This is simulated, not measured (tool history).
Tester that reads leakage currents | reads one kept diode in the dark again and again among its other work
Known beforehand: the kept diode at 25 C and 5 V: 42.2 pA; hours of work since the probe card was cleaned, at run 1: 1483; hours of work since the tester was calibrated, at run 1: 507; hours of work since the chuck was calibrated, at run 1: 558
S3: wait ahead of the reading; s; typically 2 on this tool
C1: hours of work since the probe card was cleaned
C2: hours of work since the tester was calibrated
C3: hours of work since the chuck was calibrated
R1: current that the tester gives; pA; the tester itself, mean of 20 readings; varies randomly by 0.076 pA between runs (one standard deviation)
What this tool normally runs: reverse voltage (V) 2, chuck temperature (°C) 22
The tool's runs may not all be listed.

Run 1, hour 0: usual settings; C1 1483; C2 507; C3 558. Result: R1 19.08 pA.
Run 2, hour 36.4: usual settings but S3 1 s; C1 1501; C2 525; C3 576. Result: R1 19.15 pA.
Run 3, hour 76.5: usual settings but S3 1 s; C1 1520; C2 544; C3 595. Result: R1 19.11 pA.
Run 4, hour 126.6: usual settings but chuck temperature (°C) 26; C1 1545; C2 568; C3 620. Result: R1 26.71 pA.
Run 5, hour 183.5: usual settings; C1 1572; C2 596; C3 648. Result: R1 19.05 pA.
Run 6, hour 256.3: usual settings; C1 1608; C2 632; C3 683. Result: R1 19.04 pA.
Run 7, hour 310.8: usual settings; C1 1634; C2 658; C3 710. Result: R1 19.12 pA.
Run 8, hour 372: usual settings; C1 1664; C2 688; C3 739. Result: R1 18.94 pA.
Run 9, hour 418.6: usual settings; C1 1687; C2 711; C3 762. Result: R1 19.07 pA.
Run 10, hour 457.9: usual settings; C1 1706; C2 730; C3 781. Result: R1 19 pA.
Run 11, hour 489.6: usual settings; C1 1722; C2 745; C3 797. Result: R1 19.03 pA.
Run 12, hour 543.3: usual settings; C1 1748; C2 771; C3 823. Result: R1 19.09 pA.
Run 13, hour 582.8: usual settings; C1 1767; C2 791; C3 842. Result: R1 19.07 pA.
Run 14, hour 635.4: usual settings; C1 1793; C2 816; C3 868. Result: R1 18.91 pA.
Run 15, hour 709: usual settings; C1 1828; C2 852; C3 904. Result: R1 18.97 pA.
Run 16, hour 742.8: usual settings but chuck temperature (°C) 50; C1 1845; C2 869; C3 920. Result: R1 164.88 pA.
Run 17, hour 810.5: usual settings but chuck temperature (°C) 50; C1 1878; C2 902; C3 953. Result: R1 165.2 pA.
Run 18, hour 868: usual settings but chuck temperature (°C) 50; C1 1906; C2 930; C3 981. Result: R1 165.63 pA.
Run 19, hour 911.4: usual settings; C1 1927; C2 951; C3 1002. Result: R1 19.21 pA.
Run 20, hour 976.7: usual settings; C1 1959; C2 983; C3 1034. Result: R1 19.06 pA.
Run 21, hour 1023.5: usual settings; C1 1982; C2 1005; C3 1057. Result: R1 18.91 pA.
Run 22, hour 1092.8: usual settings but reverse voltage (V) 13.83; C1 2015; C2 1039; C3 1091. Result: R1 61.21 pA.
Run 23, hour 1169.2: usual settings but reverse voltage (V) 13.83; C1 2053; C2 1076; C3 1128. Result: R1 60.88 pA.
Run 24, hour 1202.9: usual settings but reverse voltage (V) 10.75, chuck temperature (°C) 55, S3 0.45 s; C1 2069; C2 1093; C3 1144. Result: R1 643.21 pA.
Run 25, hour 1249.9: usual settings but reverse voltage (V) 5.2, chuck temperature (°C) 47, S3 1.35 s; C1 2092; C2 1116; C3 1167. Result: R1 237.09 pA.
Run 26, hour 1284.3: usual settings but reverse voltage (V) 4.89, chuck temperature (°C) 35, S3 2.1 s; C1 2109; C2 1132; C3 1184. Result: R1 92.72 pA.
Run 27, hour 1341.1: usual settings but chuck temperature (°C) 41; C1 2136; C2 1160; C3 1212. Result: R1 85.94 pA.
Run 28, hour 1413.1: usual settings but reverse voltage (V) 1.6, S3 2.03 s; C1 2171; C2 1195; C3 1247. Result: R1 16.68 pA.
Run 29, hour 1486.3: usual settings but chuck temperature (°C) 36; C1 2207; C2 1231; C3 1282. Result: R1 58.81 pA.
Run 30, hour 1531.4: usual settings but reverse voltage (V) 2.14, chuck temperature (°C) 36, S3 0.32 s; C1 2229; C2 1253; C3 1304. Result: R1 61.45 pA.
At hour 1551.7: chuck's temperature calibrated.
Run 31, hour 1604.9: usual settings but reverse voltage (V) 9.91, chuck temperature (°C) 38, S3 1.05 s; C1 2264; C2 1288; C3 26. Result: R1 179.67 pA.
Run 32, hour 1675.4: usual settings but reverse voltage (V) 2.08, chuck temperature (°C) 25, S3 0.51 s; C1 2298; C2 1322; C3 60. Result: R1 25.36 pA.
Run 33, hour 1714.6: usual settings but reverse voltage (V) 2.08, chuck temperature (°C) 25, S3 0.51 s; C1 2317; C2 1341; C3 79. Result: R1 25.16 pA.
Run 34, hour 1793.5: usual settings but reverse voltage (V) 2.08, chuck temperature (°C) 25, S3 0.51 s; C1 2356; C2 1380; C3 118. Result: R1 25.24 pA.
Run 35, hour 1868.6: usual settings but reverse voltage (V) 11.34, chuck temperature (°C) 24, S3 8.37 s; C1 2392; C2 1416; C3 154. Result: R1 63.63 pA.
Run 36, hour 1944.2: usual settings but reverse voltage (V) 2.17, chuck temperature (°C) 26, S3 3.75 s; C1 2429; C2 1453; C3 191. Result: R1 27.85 pA.
Run 37, hour 1995.4: usual settings but chuck temperature (°C) 51, S3 3.36 s; C1 2454; C2 1478; C3 216. Result: R1 177.38 pA.
Run 38, hour 2035.3: usual settings but reverse voltage (V) 15.42, chuck temperature (°C) 35, S3 0.96 s; C1 2474; C2 1497; C3 236. Result: R1 187.33 pA.
Run 39, hour 2109.3: usual settings but reverse voltage (V) 17.72, chuck temperature (°C) 31, S3 0.59 s; C1 2510; C2 1533; C3 272. Result: R1 149.35 pA.

5 options for the next run, each taken on its own from the tool as it stands now. Forecast them:
Run A, hour 2167.6: usual settings but S3 3.59 s; C1 2538; C2 1562; C3 300. Result: R1 ?.
Run B, hour 2167.6: usual settings but reverse voltage (V) 7.13, chuck temperature (°C) 31, S3 6.51 s; C1 2538; C2 1562; C3 300. Result: R1 ?.
Run C, hour 2167.6: usual settings but reverse voltage (V) 5.89, chuck temperature (°C) 28, S3 0.88 s; C1 2538; C2 1562; C3 300. Result: R1 ?.
Run D, hour 2167.6: usual settings but reverse voltage (V) 1.25, chuck temperature (°C) 48, S3 0.34 s; C1 2538; C2 1562; C3 300. Result: R1 ?.
Run E, hour 2167.6: usual settings but reverse voltage (V) 13.47, chuck temperature (°C) 24, S3 1.23 s; C1 2538; C2 1562; C3 300. Result: R1 ?.

run      R1
  A   18.86
  B   85.39
  C   60.34
  D  108.07
  E   71.23
Without the tool's unlogged condition, the same runs would have read:
run      R1
  A   18.86
  B   85.41
  C   60.36
  D  108.14
  E   71.21
